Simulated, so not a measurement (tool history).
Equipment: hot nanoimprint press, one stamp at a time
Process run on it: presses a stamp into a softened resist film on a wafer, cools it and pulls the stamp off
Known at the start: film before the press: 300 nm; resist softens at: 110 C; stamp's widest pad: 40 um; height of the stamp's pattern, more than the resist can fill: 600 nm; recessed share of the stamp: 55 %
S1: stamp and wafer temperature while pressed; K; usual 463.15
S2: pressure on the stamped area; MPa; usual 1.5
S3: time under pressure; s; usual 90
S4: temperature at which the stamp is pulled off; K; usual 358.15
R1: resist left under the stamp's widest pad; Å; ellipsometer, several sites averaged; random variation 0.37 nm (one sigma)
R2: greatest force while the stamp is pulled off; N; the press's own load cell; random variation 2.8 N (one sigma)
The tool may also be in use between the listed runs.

| run | day | S1 | S2 | S3 | S4 | R1 | R2 |
|---|---|---|---|---|---|---|---|
| 1 | 0 | 463.15 | 1.5 | 90 | 358.15 | 1231 | 246 |
| 2 | 0.454 | 463.15 | 1.5 | 90 | 358.15 | 1232 | 244 |
| 3 | 1.338 | 463.15 | 1.5 | 90 | 358.15 | 1224 | 254 |
|  | 1.658 | stamp cleaned and given a new release coat |
| 4 | 2.325 | 463.15 | 1.5 | 90 | 356.15 | 1229 | 212 |
| 5 | 2.971 | 463.15 | 1.5 | 90 | 356.15 | 1229 | 216 |
| 6 | 3.579 | 459.15 | 1.5 | 90 | 358.15 | 1376 | 207 |
| 7 | 4.054 | 459.15 | 1.5 | 90 | 358.15 | 1373 | 213 |
| 8 | 4.712 | 459.15 | 1.5 | 90 | 358.15 | 1370 | 214 |
| 9 | 5.55 | 459.15 | 1.5 | 90 | 358.15 | 1367 | 214 |
| 10 | 6.392 | 459.15 | 1.5 | 90 | 358.15 | 1369 | 227 |
| 11 | 6.954 | 452.15 | 1.77 | 127 | 349.15 | 1371 | 288 |
| 12 | 7.846 | 463.15 | 1.5 | 80 | 347.15 | 1266 | 306 |
| 13 | 8.662 | 474.15 | 1.5 | 90 | 346.15 | 899 | 317 |
| 14 | 9.033 | 474.15 | 1.5 | 90 | 346.15 | 895 | 321 |
| 15 | 9.542 | 453.15 | 0.98 | 51 | 357.15 | 2209 | 255 |
|  | 10.304 | stamp cleaned and given a new release coat |
| 16 | 10.5 | 453.15 | 0.98 | 51 | 357.15 | 2197 | 198 |
| 17 | 11.208 | 453.15 | 0.98 | 51 | 360.15 | 2218 | 187 |
| 18 | 12.092 | 453.15 | 0.98 | 50 | 347.15 | 2215 | 268 |
| 19 | 12.608 | 453.15 | 0.98 | 50 | 347.15 | 2216 | 264 |

Consider 5 possible next runs. They are alternatives, not a sequence: every one starts from the tool as it was left by run 19. What does each give?
| A | 13.446 | 465.15 | 1.46 | 69 | 347.15 | ? | ? |
| B | 13.446 | 464.15 | 2.33 | 70 | 358.15 | ? | ? |
| C | 13.446 | 453.15 | 1.49 | 93 | 347.15 | ? | ? |
| D | 13.446 | 458.15 | 0.98 | 50 | 345.15 | ? | ? |
| E | 13.446 | 472.15 | 1.5 | 64 | 358.15 | ? | ? |

| run | R1 | R2 |
|---|---|---|
| A | 1270 | 276 |
| B | 1019 | 217 |
| C | 1592 | 275 |
| D | 1988 | 286 |
| E | 1070 | 208 |
The same runs, with their run-to-run variation unchanged, on a tool lacking any hidden condition would have given:
| run | R1 | R2 |
|---|---|---|
| A | 1351 | 261 |
| B | 1084 | 208 |
| C | 1701 | 260 |
| D | 2089 | 270 |
| E | 1134 | 200 |
